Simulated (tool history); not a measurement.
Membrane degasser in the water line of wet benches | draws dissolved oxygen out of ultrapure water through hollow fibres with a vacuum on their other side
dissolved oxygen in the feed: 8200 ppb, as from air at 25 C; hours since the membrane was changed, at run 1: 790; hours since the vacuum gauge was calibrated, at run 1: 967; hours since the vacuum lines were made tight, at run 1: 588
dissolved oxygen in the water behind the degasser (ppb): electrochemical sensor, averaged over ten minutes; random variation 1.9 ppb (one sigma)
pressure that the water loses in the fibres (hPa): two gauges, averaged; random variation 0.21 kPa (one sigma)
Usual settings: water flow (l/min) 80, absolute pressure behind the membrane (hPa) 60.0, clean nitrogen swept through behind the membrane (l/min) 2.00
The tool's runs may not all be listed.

run,hour,water flow (l/min),absolute pressure behind the membrane (hPa),clean nitrogen swept through behind the membrane (l/min),hours since the membrane was changed,hours since the vacuum gauge was calibrated,hours since the vacuum lines were made tight,dissolved oxygen in the water behind the degasser (ppb),pressure that the water loses in the fibres (hPa)
1,0.0,80,60.0,2.00,790,967,588,237.5,479.0
2,79.9,80,60.0,2.00,870,1047,667,240.0,477.3
3,160.0,80,60.0,2.00,950,1127,748,241.0,478.8
4,330.6,80,49.1,2.00,1121,1298,918,156.9,478.1
5,450.3,80,60.0,2.00,1241,1417,1038,238.0,482.9
6,540.4,80,60.0,0.96,1331,1508,1128,395.1,477.9
7,629.2,80,60.0,0.96,1420,1596,1217,390.1,483.1
8,729.2,80,60.0,0.96,1519,1696,1317,398.5,481.7
9,844.4,80,143.3,2.00,1635,1812,1432,834.2,480.2
10,980.0,80,143.3,2.00,1770,1947,1568,836.6,484.3
11,1054.1,80,119.4,2.00,1844,2021,1642,681.2,488.3
12,1137.8,80,60.0,2.00,1928,2105,1725,243.9,483.7
13,1251.6,80,60.0,2.00,2042,2219,1839,248.3,484.8
14,1405.2,107,60.0,2.00,2196,2372,1993,312.9,650.1
15,1556.6,107,60.0,2.00,2347,2524,2144,313.9,649.3
16,1676.0,64,86.7,1.37,2466,2643,2264,484.8,388.2
17,1825.9,72,49.3,2.00,2616,2793,2414,145.8,441.1
18,1937.4,72,49.3,2.00,2728,2905,2525,147.8,436.4
19,2015.4,72,49.3,2.00,2806,2983,2603,150.9,440.3
20,2130.0,80,47.6,1.55,2920,3097,2718,180.7,491.2
21,2257.3,80,47.6,1.55,3048,3224,2845,178.7,488.2
22,2398.7,80,60.5,2.17,3189,3366,2986,236.0,495.0
23,2501.6,54,147.7,2.71,3292,3469,3089,503.3,333.4
24,2594.9,108,87.5,4.85,3385,3562,3182,303.7,659.1
25,2719.8,92,42.4,0.91,3510,3687,3307,203.1,565.5
26,2794.9,54,87.8,2.00,3585,3762,3383,329.0,335.1
27,2927.3,99,60.0,2.63,3718,3894,3515,249.7,607.7
28,3050.0,65,73.9,1.03,3840,4017,3638,476.7,400.6
29,3132.9,65,73.9,1.03,3923,4100,3721,479.8,403.5
30,3290.6,65,73.9,1.03,4081,4258,3878,486.7,398.7

Forecast each of these 3 alternatives for the next run:
A,3424.8,80,95.9,2.00,4215,4392,4012,?,?
B,3424.8,81,128.3,2.00,4215,4392,4012,?,?
C,3424.8,106,73.9,1.03,4215,4392,4012,?,?

run,dissolved oxygen in the water behind the degasser (ppb),pressure that the water loses in the fibres (hPa)
A,523.4,491.2
B,741.7,496.6
C,679.3,655.6
Without the tool's hidden state the same runs would have given:
run,dissolved oxygen in the water behind the degasser (ppb),pressure that the water loses in the fibres (hPa)
A,509.5,472.5
B,728.5,477.6
C,657.3,630.6

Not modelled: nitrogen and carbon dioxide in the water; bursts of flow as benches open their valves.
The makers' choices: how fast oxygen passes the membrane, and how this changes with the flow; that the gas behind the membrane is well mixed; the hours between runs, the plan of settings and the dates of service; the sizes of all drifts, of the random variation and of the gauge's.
